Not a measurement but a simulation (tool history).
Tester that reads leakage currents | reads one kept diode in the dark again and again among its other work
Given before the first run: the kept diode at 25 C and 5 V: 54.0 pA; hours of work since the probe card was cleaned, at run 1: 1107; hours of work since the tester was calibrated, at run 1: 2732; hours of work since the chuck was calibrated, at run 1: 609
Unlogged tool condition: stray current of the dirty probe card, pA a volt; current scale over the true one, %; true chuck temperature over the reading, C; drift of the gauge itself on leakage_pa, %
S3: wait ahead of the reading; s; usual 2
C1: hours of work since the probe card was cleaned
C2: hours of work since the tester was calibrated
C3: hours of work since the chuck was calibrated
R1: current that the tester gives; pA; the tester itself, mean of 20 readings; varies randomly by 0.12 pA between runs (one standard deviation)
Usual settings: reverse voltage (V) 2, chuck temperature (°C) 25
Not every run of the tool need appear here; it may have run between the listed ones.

{"run": 1, "day": 0.0, "reverse voltage (V)": 2, "chuck temperature (°C)": 25, "S3": 2, "C1": 1107, "C2": 2732, "C3": 609, "R1": 40}
{"run": 2, "day": 3.733, "reverse voltage (V)": 2, "chuck temperature (°C)": 25, "S3": 2, "C1": 1176, "C2": 2800, "C3": 678, "R1": 40.02}
{"run": 3, "day": 7.362, "reverse voltage (V)": 2, "chuck temperature (°C)": 25, "S3": 2, "C1": 1243, "C2": 2868, "C3": 745, "R1": 40.24}
{"run": 4, "day": 11.167, "reverse voltage (V)": 2, "chuck temperature (°C)": 25, "S3": 2, "C1": 1313, "C2": 2938, "C3": 815, "R1": 40.56}
{"run": 5, "day": 14.3, "reverse voltage (V)": 2.71, "chuck temperature (°C)": 25, "S3": 2, "C1": 1371, "C2": 2996, "C3": 873, "R1": 46.42}
{"run": 6, "day": 20.246, "reverse voltage (V)": 2.71, "chuck temperature (°C)": 25, "S3": 2, "C1": 1481, "C2": 3106, "C3": 983, "R1": 46.78}
{"run": 7, "day": 22.925, "reverse voltage (V)": 2.71, "chuck temperature (°C)": 41, "S3": 2, "C1": 1531, "C2": 3155, "C3": 1032, "R1": 183.83}
{"run": 8, "day": 28.629, "reverse voltage (V)": 2.71, "chuck temperature (°C)": 41, "S3": 2, "C1": 1636, "C2": 3260, "C3": 1137, "R1": 184.01}
{"run": 9, "day": 32.796, "reverse voltage (V)": 2.71, "chuck temperature (°C)": 41, "S3": 2, "C1": 1713, "C2": 3337, "C3": 1214, "R1": 184.99}
{"run": 10, "day": 38.608, "reverse voltage (V)": 2.71, "chuck temperature (°C)": 41, "S3": 2, "C1": 1820, "C2": 3445, "C3": 1322, "R1": 186.92}
{"run": 11, "day": 42.383, "reverse voltage (V)": 2.71, "chuck temperature (°C)": 41, "S3": 2, "C1": 1890, "C2": 3514, "C3": 1391, "R1": 187.7}
{"day": 47.608, "done": "tester calibrated"}
{"run": 12, "day": 48.038, "reverse voltage (V)": 2.71, "chuck temperature (°C)": 41, "S3": 2, "C1": 1993, "C2": 8, "C3": 1494, "R1": 186.55}
{"run": 13, "day": 52.738, "reverse voltage (V)": 2.71, "chuck temperature (°C)": 41, "S3": 2, "C1": 2080, "C2": 95, "C3": 1581, "R1": 188.2}
{"run": 14, "day": 57.717, "reverse voltage (V)": 2, "chuck temperature (°C)": 25, "S3": 3.07, "C1": 2172, "C2": 187, "C3": 1673, "R1": 42.66}
{"run": 15, "day": 60.858, "reverse voltage (V)": 2, "chuck temperature (°C)": 32, "S3": 3.07, "C1": 2230, "C2": 245, "C3": 1731, "R1": 77.82}
{"day": 63.917, "done": "chuck's temperature calibrated"}
{"run": 16, "day": 64.588, "reverse voltage (V)": 2, "chuck temperature (°C)": 32, "S3": 3.07, "C1": 2297, "C2": 312, "C3": 12, "R1": 72.32}
{"run": 17, "day": 69.217, "reverse voltage (V)": 1.91, "chuck temperature (°C)": 25, "S3": 2, "C1": 2383, "C2": 398, "C3": 98, "R1": 38.92}
{"day": 72.808, "done": "tester calibrated, once more"}
{"run": 18, "day": 74.792, "reverse voltage (V)": 2, "chuck temperature (°C)": 25, "S3": 2, "C1": 2484, "C2": 37, "C3": 199, "R1": 40.77}
{"day": 78.842, "done": "probe card cleaned and baked"}
{"run": 19, "day": 80.862, "reverse voltage (V)": 2, "chuck temperature (°C)": 25, "S3": 2, "C1": 37, "C2": 146, "C3": 309, "R1": 37.5}
{"run": 20, "day": 83.712, "reverse voltage (V)": 2, "chuck temperature (°C)": 43, "S3": 2.33, "C1": 90, "C2": 199, "C3": 362, "R1": 183.21}
{"run": 21, "day": 88.204, "reverse voltage (V)": 2, "chuck temperature (°C)": 51, "S3": 2, "C1": 173, "C2": 282, "C3": 445, "R1": 351.55}
{"run": 22, "day": 93.175, "reverse voltage (V)": 2.83, "chuck temperature (°C)": 36, "S3": 0.78, "C1": 265, "C2": 374, "C3": 537, "R1": 117.78}
{"run": 23, "day": 99.017, "reverse voltage (V)": 2, "chuck temperature (°C)": 25, "S3": 7.34, "C1": 373, "C2": 482, "C3": 645, "R1": 38.34}
{"run": 24, "day": 104.421, "reverse voltage (V)": 2, "chuck temperature (°C)": 41, "S3": 2.35, "C1": 472, "C2": 582, "C3": 744, "R1": 158.24}
{"run": 25, "day": 109.267, "reverse voltage (V)": 1.35, "chuck temperature (°C)": 55, "S3": 0.32, "C1": 562, "C2": 671, "C3": 834, "R1": 416.74}
{"run": 26, "day": 113.388, "reverse voltage (V)": 13.42, "chuck temperature (°C)": 22, "S3": 0.66, "C1": 638, "C2": 747, "C3": 910, "R1": 71.53}
{"run": 27, "day": 117.55, "reverse voltage (V)": 13.42, "chuck temperature (°C)": 23, "S3": 0.66, "C1": 715, "C2": 824, "C3": 987, "R1": 79}
{"run": 28, "day": 121.179, "reverse voltage (V)": 13.65, "chuck temperature (°C)": 28, "S3": 4.93, "C1": 782, "C2": 891, "C3": 1054, "R1": 119.06}
{"run": 29, "day": 124.012, "reverse voltage (V)": 1.82, "chuck temperature (°C)": 22, "S3": 3.7, "C1": 834, "C2": 944, "C3": 1106, "R1": 28.9}
{"run": 30, "day": 128.288, "reverse voltage (V)": 2, "chuck temperature (°C)": 40, "S3": 0.46, "C1": 913, "C2": 1022, "C3": 1185, "R1": 147.61}
{"run": 31, "day": 133.162, "reverse voltage (V)": 4.93, "chuck temperature (°C)": 36, "S3": 2, "C1": 1003, "C2": 1113, "C3": 1275, "R1": 154.1}
{"run": 32, "day": 136.958, "reverse voltage (V)": 6.8, "chuck temperature (°C)": 42, "S3": 2, "C1": 1073, "C2": 1183, "C3": 1345, "R1": 292.41}
{"run": 33, "day": 141.025, "reverse voltage (V)": 3.17, "chuck temperature (°C)": 35, "S3": 3.19, "C1": 1149, "C2": 1258, "C3": 1420, "R1": 118.64}
{"run": 34, "day": 145.562, "reverse voltage (V)": 19.11, "chuck temperature (°C)": 58, "S3": 4.77, "C1": 1232, "C2": 1342, "C3": 1504, "R1": 1586.63}
{"run": 35, "day": 148.917, "reverse voltage (V)": 19.11, "chuck temperature (°C)": 58, "S3": 4.77, "C1": 1294, "C2": 1404, "C3": 1566, "R1": 1584.27}
{"run": 36, "day": 153.646, "reverse voltage (V)": 14.26, "chuck temperature (°C)": 58, "S3": 4.77, "C1": 1382, "C2": 1491, "C3": 1654, "R1": 1415.47}
{"run": 37, "day": 156.812, "reverse voltage (V)": 14.26, "chuck temperature (°C)": 58, "S3": 4.77, "C1": 1440, "C2": 1549, "C3": 1712, "R1": 1414.65}
{"day": 160.712, "done": "chuck's temperature calibrated"}
{"run": 38, "day": 161.817, "reverse voltage (V)": 3.09, "chuck temperature (°C)": 39, "S3": 1.28, "C1": 1531, "C2": 1640, "C3": 20, "R1": 159.62}

Some steps in R1 between neighbouring runs. How much of each would the tool show without its hidden state too (settings, what came in, random variation), and how much is left for the hidden state, with any gauge scatter that isn't in both results?
Run 25 -> 26: reverse voltage (V) 1.35 -> 13.42, chuck temperature (°C) 55 -> 22, S3 0.32 -> 0.66. R1 -345.21 pA: hidden state -0.21, all else -345.
Run 28 -> 29: reverse voltage (V) 13.65 -> 1.82, chuck temperature (°C) 28 -> 22, S3 4.93 -> 3.7. R1 -90.16 pA: hidden state -8.85, all else -81.31.
Run 33 -> 34: reverse voltage (V) 3.17 -> 19.11, chuck temperature (°C) 35 -> 58, S3 3.19 -> 4.77. R1 +1467.99 pA: hidden state +68.05, all else +1399.94.
Run 37 -> 38: reverse voltage (V) 14.26 -> 3.09, chuck temperature (°C) 58 -> 39, S3 4.77 -> 1.28, chuck's temperature calibrated. R1 -1255.03 pA: hidden state -72.47, all else -1182.56.
